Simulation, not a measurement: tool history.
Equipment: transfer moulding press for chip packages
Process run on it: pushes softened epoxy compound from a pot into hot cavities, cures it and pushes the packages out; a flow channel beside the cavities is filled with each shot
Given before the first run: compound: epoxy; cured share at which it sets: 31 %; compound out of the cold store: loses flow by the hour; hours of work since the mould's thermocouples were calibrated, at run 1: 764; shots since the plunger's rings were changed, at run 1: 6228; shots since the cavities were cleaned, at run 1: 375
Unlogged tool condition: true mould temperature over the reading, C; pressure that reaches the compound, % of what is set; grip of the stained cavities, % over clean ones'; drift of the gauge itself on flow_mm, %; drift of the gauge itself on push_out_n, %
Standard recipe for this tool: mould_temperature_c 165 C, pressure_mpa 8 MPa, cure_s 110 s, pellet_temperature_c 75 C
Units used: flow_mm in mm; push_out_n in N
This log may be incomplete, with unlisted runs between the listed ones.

run,hour,mould_temperature_c,pressure_mpa,cure_s,pellet_temperature_c,hours of work since the mould's thermocouples were calibrated,shots since the plunger's rings were changed,shots since the cavities were cleaned,incoming compound's hours out of the cold store,flow_mm,push_out_n
1,0,165,8,110,75,764,6228,375,24.7,830,401
# hour 47.4: cavities cleaned with cleaning compound and waxed
2,62.2,165,8,110,75,789,6632,99,34.7,807,466
# hour 95.9: plunger's sealing rings changed
3,108.8,165,8,110,75,807,85,392,10.7,986,470
4,138.2,165,8,126,75,819,281,588,8.1,990,461
# hour 152.6: cavities cleaned with cleaning compound and waxed
5,173.8,170,8,126,75,833,508,141,32.1,898,320
6,202.7,170,8,126,75,845,700,333,28.5,891,369
7,239.9,165,8,110,75,860,948,581,24.2,931,426
# hour 256.5: cavities cleaned with cleaning compound and waxed
8,288.6,165,8,97,75,880,1263,214,31.7,891,392
# hour 330: mould's thermocouples calibrated
9,334.1,165,8,97,75,2,1552,503,34.9,876,510
# hour 361.9: cavities cleaned with cleaning compound and waxed
10,366.7,165,8,97,75,14,1759,32,21,916,367
11,418.1,165,8,108,75,36,2101,374,29.4,887,412
# hour 434.7: cavities cleaned with cleaning compound and waxed, once more
12,456.6,158,8,110,75,51,2348,146,32.7,900,509
13,508.8,158,8,110,75,72,2695,493,45.1,865,604
# hour 541.4: cavities cleaned with cleaning compound and waxed
14,543,158,8,110,75,86,2914,11,32.4,884,431
15,597.5,158,8,110,75,108,3276,373,38.3,876,565
16,625.9,167,8,119,80,120,3465,562,14.6,910,398

For run 17, what comes out?
# hour 647: cavities cleaned with cleaning compound and waxed
17,692.9,167,8,119,80,147,3901,305,14.8,?,?

{"run 17": {"flow_mm": 900, "push_out_n": 375}}
On a tool with no hidden condition, and with the same random variation, this run would have come out at flow_mm 968 mm, push_out_n 289 N.
